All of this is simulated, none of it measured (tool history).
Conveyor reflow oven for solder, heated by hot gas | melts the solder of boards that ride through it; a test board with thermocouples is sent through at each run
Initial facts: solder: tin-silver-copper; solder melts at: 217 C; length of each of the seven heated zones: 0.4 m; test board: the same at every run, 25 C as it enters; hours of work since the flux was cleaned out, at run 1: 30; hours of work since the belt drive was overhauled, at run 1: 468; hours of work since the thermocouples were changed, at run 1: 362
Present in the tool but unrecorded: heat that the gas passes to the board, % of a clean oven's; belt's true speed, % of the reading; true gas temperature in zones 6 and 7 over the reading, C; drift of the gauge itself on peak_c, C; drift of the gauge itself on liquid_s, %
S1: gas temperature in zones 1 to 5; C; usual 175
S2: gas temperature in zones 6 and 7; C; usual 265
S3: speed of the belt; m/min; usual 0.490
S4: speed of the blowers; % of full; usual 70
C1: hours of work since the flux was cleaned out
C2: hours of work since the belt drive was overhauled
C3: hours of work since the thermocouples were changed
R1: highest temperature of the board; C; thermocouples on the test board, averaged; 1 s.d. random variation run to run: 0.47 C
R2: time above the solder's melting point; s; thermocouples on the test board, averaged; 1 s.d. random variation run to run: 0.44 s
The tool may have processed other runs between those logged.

Run 1, hour 0.0: usual settings; C1 30; C2 468; C3 362. Result: R1 255.3 C, R2 78.9 s.
Run 2, hour 57.1: usual settings; C1 67; C2 505; C3 399. Result: R1 254.5 C, R2 78.1 s.
Run 3, hour 132.6: usual settings; C1 116; C2 554; C3 448. Result: R1 255.4 C, R2 79.2 s.
Run 4, hour 207.6: usual settings but S1 174 C; C1 165; C2 603; C3 497. Result: R1 255.4 C, R2 78.0 s.
At hour 217.3: flux residue cleaned out of gas plates and filters.
Run 5, hour 290.9: usual settings but S4 57 % of full; C1 48; C2 654; C3 548. Result: R1 253.1 C, R2 76.5 s.
Run 6, hour 370.1: usual settings but S4 57 % of full; C1 99; C2 705; C3 599. Result: R1 252.4 C, R2 75.8 s.
Run 7, hour 406.4: usual settings but S3 0.512 m/min; C1 123; C2 729; C3 623. Result: R1 254.3 C, R2 74.2 s.
Run 8, hour 440.6: usual settings but S3 0.512 m/min; C1 145; C2 751; C3 645. Result: R1 253.7 C, R2 73.8 s.
At hour 479.6: flux residue cleaned out of gas plates and filters.
Run 9, hour 528.6: usual settings but S3 0.512 m/min; C1 32; C2 805; C3 699. Result: R1 254.0 C, R2 74.5 s.
Run 10, hour 596.1: usual settings but S3 0.512 m/min; C1 76; C2 849; C3 743. Result: R1 254.4 C, R2 73.8 s.
Run 11, hour 648.0: usual settings but S3 0.512 m/min; C1 109; C2 883; C3 777. Result: R1 254.2 C, R2 74.7 s.
Run 12, hour 704.3: usual settings; C1 146; C2 919; C3 813. Result: R1 254.8 C, R2 78.4 s.
At hour 745.2: flux residue cleaned out of gas plates and filters.
Run 13, hour 792.9: usual settings; C1 31; C2 974; C3 868. Result: R1 256.1 C, R2 78.8 s.
Run 14, hour 829.2: usual settings; C1 55; C2 997; C3 891. Result: R1 255.6 C, R2 78.9 s.
Run 15, hour 872.9: usual settings but S1 170 C; C1 83; C2 1026; C3 920. Result: R1 254.9 C, R2 75.6 s.
Run 16, hour 955.8: usual settings but S1 170 C, S2 280 C, S3 0.586 m/min; C1 137; C2 1080; C3 974. Result: R1 263.3 C, R2 67.1 s.
At hour 1005.5: flux residue cleaned out of gas plates and filters.
Run 17, hour 1005.5: usual settings but S1 170 C, S2 280 C, S3 0.586 m/min; C1 0; C2 1109; C3 1003. Result: R1 263.5 C, R2 67.7 s.
Run 18, hour 1079.5: usual settings but S2 273 C; C1 48; C2 1157; C3 1051. Result: R1 262.7 C, R2 83.7 s.
At hour 1124.9: belt drive overhauled, speed set with a stopwatch.
Run 19, hour 1129.1: usual settings but S2 273 C; C1 78; C2 3; C3 1080. Result: R1 262.5 C, R2 83.3 s.
Run 20, hour 1168.1: usual settings but S1 163 C, S4 54 % of full; C1 103; C2 28; C3 1106. Result: R1 250.9 C, R2 67.7 s.
Run 21, hour 1234.3: usual settings but S1 163 C, S4 54 % of full; C1 146; C2 71; C3 1149. Result: R1 250.2 C, R2 67.5 s.
At hour 1273.4: flux residue cleaned out of gas plates and filters.
Run 22, hour 1314.7: usual settings but S2 270 C, S3 0.507 m/min; C1 27; C2 120; C3 1198. Result: R1 259.8 C, R2 77.9 s.
Run 23, hour 1389.5: usual settings but S4 52 % of full; C1 75; C2 169; C3 1246. Result: R1 250.8 C, R2 73.8 s.
Run 24, hour 1468.4: usual settings but S1 161 C, S2 277 C, S3 0.553 m/min, S4 75 % of full; C1 127; C2 220; C3 1298. Result: R1 262.2 C, R2 67.6 s.
At hour 1500.4: thermocouples of zones 6 and 7 changed.
Run 25, hour 1505.9: usual settings but S1 161 C, S2 277 C, S3 0.553 m/min, S4 75 % of full; C1 150; C2 243; C3 4. Result: R1 262.3 C, R2 68.8 s.
At hour 1536.2: flux residue cleaned out of gas plates and filters.
Run 26, hour 1559.9: usual settings but S2 269 C, S3 0.539 m/min, S4 53 % of full; C1 15; C2 275; C3 35. Result: R1 252.7 C, R2 67.3 s.

Run 27 is up next; what results do you expect?
Run 27, hour 1613.9: usual settings but S2 269 C, S3 0.539 m/min, S4 53 % of full; C1 51; C2 310; C3 71. Result: R1 ?, R2 ?.

R1: 253.1 C
R2: 66.7 s
With no hidden state in the tool, this same run would have given R1 253.2 C, R2 66.7 s.
